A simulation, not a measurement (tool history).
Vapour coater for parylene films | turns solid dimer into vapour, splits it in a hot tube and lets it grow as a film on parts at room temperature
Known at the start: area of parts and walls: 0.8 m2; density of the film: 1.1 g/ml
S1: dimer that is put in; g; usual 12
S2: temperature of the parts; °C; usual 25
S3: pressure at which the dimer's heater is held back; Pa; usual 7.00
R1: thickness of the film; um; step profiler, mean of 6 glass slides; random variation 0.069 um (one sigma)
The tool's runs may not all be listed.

| run | hour | S1 | S2 | S3 | R1 |
|---|---|---|---|---|---|
| 1 | 0.0 | 12 | 25 | 7.00 | 8.00 |
| 2 | 79.9 | 12 | 25 | 7.00 | 7.81 |
| 3 | 139.8 | 12 | 25 | 7.00 | 7.94 |
| 4 | 224.2 | 12 | 25 | 5.80 | 8.04 |
| 5 | 269.9 | 12 | 21 | 5.80 | 9.66 |
| 6 | 305.3 | 12 | 25 | 7.00 | 7.49 |
| 7 | 368.1 | 12 | 25 | 7.00 | 7.62 |
| 8 | 442.7 | 12 | 25 | 7.00 | 7.19 |
| 9 | 509.7 | 12 | 25 | 7.00 | 6.99 |
| 10 | 558.6 | 12 | 25 | 2.13 | 8.99 |
| 11 | 626.1 | 12 | 25 | 2.13 | 8.90 |
| 12 | 677.1 | 12 | 25 | 11.24 | 6.16 |
| 13 | 753.8 | 19 | 36 | 7.00 | 7.76 |
| 14 | 837.9 | 8 | 34 | 3.54 | 4.07 |
| 15 | 904.7 | 12 | 25 | 2.79 | 9.76 |
| 16 | 980.4 | 7 | 32 | 8.27 | 3.18 |
| 17 | 1030.1 | 7 | 32 | 8.27 | 3.17 |
| 18 | 1076.7 | 10 | 18 | 3.20 | 10.53 |
| 19 | 1161.3 | 7 | 24 | 7.35 | 4.55 |
| 20 | 1209.0 | 12 | 37 | 6.41 | 4.42 |
| 21 | 1249.0 | 12 | 19 | 9.35 | 10.07 |

Not shown: 3 entries that the log had between the listed runs. Between which runs, and how does the tool's hidden state differ before and after?
Between runs 7 and 8: trap's valve overhauled (hour 385.4)
  vapour lost through the trap's worn valve, %: 8.9 -> 13.2; true temperature of the parts over the reading, C: 0.24 -> 0.27
  measured less the result without the state, R1: -0.84 -> -1.20 um
Between runs 12 and 13: trap's valve overhauled, once more (hour 711.2)
  vapour lost through the trap's worn valve, %: 17.1 -> 1; true temperature of the parts over the reading, C: 0.35 -> 0.37
  measured less the result without the state, R1: -1.39 -> -0.21 um
Between runs 20 and 21: trap's valve overhauled (hour 1247.1)
  vapour lost through the trap's worn valve, %: 8.5 -> 0.8; true temperature of the parts over the reading, C: 0.54 -> 0.55
  measured less the result without the state, R1: -0.53 -> -0.35 um

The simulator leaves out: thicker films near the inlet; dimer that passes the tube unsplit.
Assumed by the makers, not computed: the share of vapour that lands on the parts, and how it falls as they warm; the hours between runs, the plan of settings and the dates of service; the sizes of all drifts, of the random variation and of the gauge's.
